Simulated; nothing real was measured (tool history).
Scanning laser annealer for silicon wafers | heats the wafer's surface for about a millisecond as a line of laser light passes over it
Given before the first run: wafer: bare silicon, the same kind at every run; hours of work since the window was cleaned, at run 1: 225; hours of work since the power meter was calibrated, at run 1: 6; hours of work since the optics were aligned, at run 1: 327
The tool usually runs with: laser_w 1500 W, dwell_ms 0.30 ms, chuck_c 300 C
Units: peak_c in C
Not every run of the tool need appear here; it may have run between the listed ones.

run	hour	laser_w	dwell_ms	chuck_c	hours of work since the window was cleaned	hours of work since the power meter was calibrated	hours of work since the optics were aligned	peak_c
1	0.0	1500	0.30	300	225	6	327	1053
2	10.6	1500	0.32	300	233	13	335	1081
3	24.7	1500	0.32	300	243	24	345	1078
4	39.0	1310	0.30	300	253	34	355	934
5	49.8	1500	0.30	300	261	42	363	1049
# hour 55.6: optics aligned, line set to its width
6	66.8	1500	0.30	300	270	50	8	1050
7	81.2	1500	0.30	300	280	61	18	1049
8	93.1	1500	0.30	300	289	69	27	1044
9	106.1	1500	0.30	300	298	79	36	1047
10	116.1	1500	0.30	300	305	86	44	1046
# hour 127.1: optics aligned, line set to its width, once more
11	131.1	1500	0.30	336	312	93	3	1094
12	141.4	1284	0.32	308	320	101	10	947

The next listed run, before its measurement:
13	152.3	1284	0.32	308	328	109	18	?

Run 13 gave peak_c 951 C.
With the hidden condition absent and the run-to-run variation left alone, this run would have shown peak_c 960 C.
